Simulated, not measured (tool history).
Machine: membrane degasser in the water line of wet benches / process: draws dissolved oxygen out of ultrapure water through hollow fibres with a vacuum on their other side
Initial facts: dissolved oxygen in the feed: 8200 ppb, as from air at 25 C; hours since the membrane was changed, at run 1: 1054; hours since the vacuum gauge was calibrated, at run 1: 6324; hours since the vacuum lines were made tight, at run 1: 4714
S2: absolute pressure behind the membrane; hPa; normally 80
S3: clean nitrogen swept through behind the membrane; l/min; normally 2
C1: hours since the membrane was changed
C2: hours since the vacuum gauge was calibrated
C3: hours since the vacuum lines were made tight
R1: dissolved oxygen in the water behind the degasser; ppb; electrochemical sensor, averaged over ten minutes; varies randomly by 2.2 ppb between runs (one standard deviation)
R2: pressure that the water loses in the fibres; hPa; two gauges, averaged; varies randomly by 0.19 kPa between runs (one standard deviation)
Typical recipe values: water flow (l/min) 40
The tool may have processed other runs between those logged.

run 1 hour=0 | water_flow_(l/min)=40 S2=80 S3=2 | C1=1054 C2=6324 C3=4714 | R1=224.3 R2=398
run 2 hour=81.3 | water_flow_(l/min)=40 S2=80 S3=2 | C1=1135 C2=6406 C3=4795 | R1=227.7 R2=395.1
run 3 hour=164 | water_flow_(l/min)=49 S2=80 S3=2 | C1=1218 C2=6488 C3=4878 | R1=284 R2=486.7
run 4 hour=205.5 | water_flow_(l/min)=49 S2=80 S3=2 | C1=1259 C2=6530 C3=4919 | R1=281.8 R2=486
run 5 hour=290.7 | water_flow_(l/min)=40 S2=95.1 S3=2 | C1=1344 C2=6615 C3=5004 | R1=291.5 R2=397.8
run 6 hour=370.9 | water_flow_(l/min)=40 S2=95.1 S3=2 | C1=1424 C2=6695 C3=5085 | R1=295.7 R2=396.9
run 7 hour=434.9 | water_flow_(l/min)=37 S2=80 S3=2 | C1=1488 C2=6759 C3=5149 | R1=215.4 R2=364.4
run 8 hour=515.6 | water_flow_(l/min)=40 S2=80 S3=5.81 | C1=1569 C2=6840 C3=5229 | R1=93.1 R2=394.9
run 9 hour=576.4 | water_flow_(l/min)=40 S2=98.9 S3=2 | C1=1630 C2=6901 C3=5290 | R1=309.6 R2=398.2
run 10 hour=627.3 | water_flow_(l/min)=31 S2=80 S3=2 | C1=1681 C2=6952 C3=5341 | R1=180.2 R2=309.4
run 11 hour=669 | water_flow_(l/min)=40 S2=80 S3=2 | C1=1723 C2=6994 C3=5383 | R1=228.5 R2=396.5
run 12 hour=730 | water_flow_(l/min)=38 S2=80 S3=2 | C1=1784 C2=7055 C3=5444 | R1=217 R2=374
run 13 hour=779.2 | water_flow_(l/min)=40 S2=80 S3=2 | C1=1833 C2=7104 C3=5493 | R1=226.3 R2=395.6
run 14 hour=839.4 | water_flow_(l/min)=40 S2=80 S3=2 | C1=1893 C2=7164 C3=5553 | R1=232.6 R2=397.7
run 15 hour=915.2 | water_flow_(l/min)=40 S2=80 S3=2 | C1=1969 C2=7240 C3=5629 | R1=232.1 R2=396.4
run 16 hour=964.2 | water_flow_(l/min)=40 S2=80 S3=2 | C1=2018 C2=7289 C3=5678 | R1=229.4 R2=397.5
run 17 hour=1011.2 | water_flow_(l/min)=53 S2=85.2 S3=2 | C1=2065 C2=7336 C3=5725 | R1=335.3 R2=525.7
run 18 hour=1054.7 | water_flow_(l/min)=53 S2=85.2 S3=2 | C1=2108 C2=7379 C3=5768 | R1=335.9 R2=523.4
run 19 hour=1123.7 | water_flow_(l/min)=53 S2=85.2 S3=2 | C1=2177 C2=7448 C3=5837 | R1=334.9 R2=522.5
run 20 hour=1192.9 | water_flow_(l/min)=59 S2=100.2 S3=3.48 | C1=2246 C2=7517 C3=5907 | R1=308.5 R2=589.9
-- hour=1231.2 vacuum gauge calibrated
run 21 hour=1239.6 | water_flow_(l/min)=59 S2=100.2 S3=3.48 | C1=2293 C2=8 C3=5953 | R1=293.5 R2=588.7
run 22 hour=1291.7 | water_flow_(l/min)=54 S2=193 S3=2 | C1=2345 C2=60 C3=6005 | R1=882.4 R2=535.9
run 23 hour=1327.1 | water_flow_(l/min)=54 S2=193 S3=2 | C1=2380 C2=96 C3=6040 | R1=869.8 R2=535
run 24 hour=1409.5 | water_flow_(l/min)=40 S2=80 S3=5.26 | C1=2463 C2=178 C3=6123 | R1=96.6 R2=394.8
run 25 hour=1455.7 | water_flow_(l/min)=40 S2=80 S3=5.26 | C1=2509 C2=224 C3=6169 | R1=96.1 R2=398.5
run 26 hour=1530.4 | water_flow_(l/min)=57 S2=79.4 S3=2.79 | C1=2583 C2=299 C3=6244 | R1=248 R2=566.6
run 27 hour=1605.8 | water_flow_(l/min)=57 S2=79.4 S3=2.79 | C1=2659 C2=375 C3=6319 | R1=249.5 R2=562.2
run 28 hour=1663.2 | water_flow_(l/min)=29 S2=65.7 S3=3.9 | C1=2716 C2=432 C3=6376 | R1=62 R2=288.5
run 29 hour=1733.1 | water_flow_(l/min)=40 S2=80 S3=1.19 | C1=2786 C2=502 C3=6446 | R1=331.2 R2=394.7
run 30 hour=1776.3 | water_flow_(l/min)=40 S2=80 S3=1.19 | C1=2829 C2=545 C3=6489 | R1=333.4 R2=397.6
run 31 hour=1844.6 | water_flow_(l/min)=40 S2=80 S3=1.19 | C1=2898 C2=613 C3=6558 | R1=328.5 R2=398.1

Consider 5 possible next runs. They are alternatives, not a sequence: every one starts from the tool as it was left by run 31. What does each give?
run A hour=1907.1 | water_flow_(l/min)=31 S2=61.9 S3=1.44 | C1=2960 C2=676 C3=6620 | R1=? R2=?
run B hour=1907.1 | water_flow_(l/min)=40 S2=143.9 S3=1.19 | C1=2960 C2=676 C3=6620 | R1=? R2=?
run C hour=1907.1 | water_flow_(l/min)=46 S2=61.4 S3=0.84 | C1=2960 C2=676 C3=6620 | R1=? R2=?
run D hour=1907.1 | water_flow_(l/min)=28 S2=79.8 S3=1.94 | C1=2960 C2=676 C3=6620 | R1=? R2=?
run E hour=1907.1 | water_flow_(l/min)=41 S2=55.9 S3=2 | C1=2960 C2=676 C3=6620 | R1=? R2=?

run=A R1=144.7 R2=308.2
run=B R1=737.9 R2=395.5
run=C R1=305.1 R2=457.7
run=D R1=161.6 R2=277.4
run=E R1=120.7 R2=408.2
Without the tool's unlogged condition, the same runs would have read:
run=A R1=142.5 R2=304.2
run=B R1=734.1 R2=390.4
run=C R1=301.9 R2=451.8
run=D R1=159.3 R2=273.8
run=E R1=118.2 R2=402.9
